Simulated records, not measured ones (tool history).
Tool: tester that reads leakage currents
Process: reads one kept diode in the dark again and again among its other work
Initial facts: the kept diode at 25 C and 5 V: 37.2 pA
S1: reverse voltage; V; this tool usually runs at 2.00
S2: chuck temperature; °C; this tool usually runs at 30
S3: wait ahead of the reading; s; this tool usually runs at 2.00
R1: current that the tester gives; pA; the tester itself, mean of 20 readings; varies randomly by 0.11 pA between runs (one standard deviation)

Run 1, hour 0.0: usual settings. Result: R1 38.75 pA.
Run 2, hour 41.1: usual settings but S1 12.01 V. Result: R1 112.83 pA.
Run 3, hour 60.5: usual settings but S1 12.01 V. Result: R1 112.48 pA.
Run 4, hour 79.0: usual settings. Result: R1 38.88 pA.
Run 5, hour 111.6: usual settings. Result: R1 38.88 pA.
Run 6, hour 129.8: usual settings. Result: R1 38.81 pA.
Run 7, hour 163.6: usual settings but S1 1.94 V, S2 23 °C, S3 1.65 s. Result: R1 23.52 pA.
Run 8, hour 193.1: usual settings but S1 4.55 V, S2 27 °C, S3 2.89 s. Result: R1 51.26 pA.
Run 9, hour 225.9: usual settings but S1 4.55 V, S2 27 °C, S3 2.89 s. Result: R1 51.61 pA.
Run 10, hour 245.2: usual settings but S1 4.55 V, S2 27 °C, S3 2.89 s. Result: R1 51.54 pA.

Branching from run 10: 4 alternative next runs. What would each branch give?
Run A, hour 266.5: usual settings but S1 2.53 V, S2 27 °C, S3 2.10 s. Result: R1 ?.
Run B, hour 266.5: usual settings but S1 4.55 V, S2 27 °C, S3 2.10 s. Result: R1 ?.
Run C, hour 266.5: usual settings but S1 17.48 V, S2 48 °C, S3 3.45 s. Result: R1 ?.
Run D, hour 266.5: usual settings but S2 31 °C, S3 0.37 s. Result: R1 ?.

run      R1
  A   36.28
  B   51.66
  C  454.87
  D   42.74
What these runs would have given with no unlogged condition in the tool:
run      R1
  A   30.46
  B   41.91
  C  405.66
  D   37.43
